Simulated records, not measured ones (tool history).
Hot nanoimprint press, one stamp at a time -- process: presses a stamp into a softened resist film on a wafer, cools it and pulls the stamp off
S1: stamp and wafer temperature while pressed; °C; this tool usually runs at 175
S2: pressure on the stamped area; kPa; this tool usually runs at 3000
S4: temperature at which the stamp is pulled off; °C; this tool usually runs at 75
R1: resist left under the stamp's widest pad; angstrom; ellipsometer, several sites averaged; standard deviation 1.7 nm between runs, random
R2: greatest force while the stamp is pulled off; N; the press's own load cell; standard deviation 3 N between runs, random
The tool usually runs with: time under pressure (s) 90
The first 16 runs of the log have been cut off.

run 17 hour=413.2 | S1=175 S2=3350 time_under_pressure_(s)=90 S4=75 | R1=3977 R2=197
run 18 hour=433.8 | S1=175 S2=3350 time_under_pressure_(s)=90 S4=75 | R1=3985 R2=193
run 19 hour=457.9 | S1=164 S2=3000 time_under_pressure_(s)=90 S4=75 | R1=5839 R2=197
run 20 hour=481.5 | S1=164 S2=3000 time_under_pressure_(s)=66 S4=76 | R1=6053 R2=197
run 21 hour=495.7 | S1=164 S2=2380 time_under_pressure_(s)=66 S4=78 | R1=6237 R2=196
run 22 hour=516.3 | S1=164 S2=2380 time_under_pressure_(s)=66 S4=68 | R1=6251 R2=219
run 23 hour=545.8 | S1=181 S2=4330 time_under_pressure_(s)=66 S4=68 | R1=3089 R2=221
run 24 hour=579.7 | S1=175 S2=3000 time_under_pressure_(s)=122 S4=75 | R1=3711 R2=208
run 25 hour=598 | S1=175 S2=3000 time_under_pressure_(s)=122 S4=75 | R1=3731 R2=209
run 26 hour=620.4 | S1=175 S2=3000 time_under_pressure_(s)=122 S4=75 | R1=3736 R2=214
run 27 hour=641.5 | S1=175 S2=3000 time_under_pressure_(s)=122 S4=75 | R1=3699 R2=214
run 28 hour=666.3 | S1=175 S2=3000 time_under_pressure_(s)=86 S4=75 | R1=4154 R2=223
run 29 hour=691.7 | S1=175 S2=2550 time_under_pressure_(s)=63 S4=75 | R1=4795 R2=218
-- hour=700.1 stamp cleaned and given a new release coat
run 30 hour=713.3 | S1=175 S2=3370 time_under_pressure_(s)=61 S4=75 | R1=4398 R2=190
run 31 hour=737.3 | S1=175 S2=3000 time_under_pressure_(s)=90 S4=75 | R1=4045 R2=188

3 ways to go on from here, each from the tool as it stands after run 31. What would each give?
run A hour=753.8 | S1=175 S2=2890 time_under_pressure_(s)=90 S4=75 | R1=? R2=?
run B hour=753.8 | S1=174 S2=3890 time_under_pressure_(s)=131 S4=75 | R1=? R2=?
run C hour=753.8 | S1=174 S2=4120 time_under_pressure_(s)=90 S4=72 | R1=? R2=?

run=A R1=4133 R2=189
run=B R1=3364 R2=191
run=C R1=3732 R2=200
What these runs would have given with no unlogged condition in the tool:
run=A R1=4278 R2=185
run=B R1=3486 R2=188
run=C R1=3854 R2=196
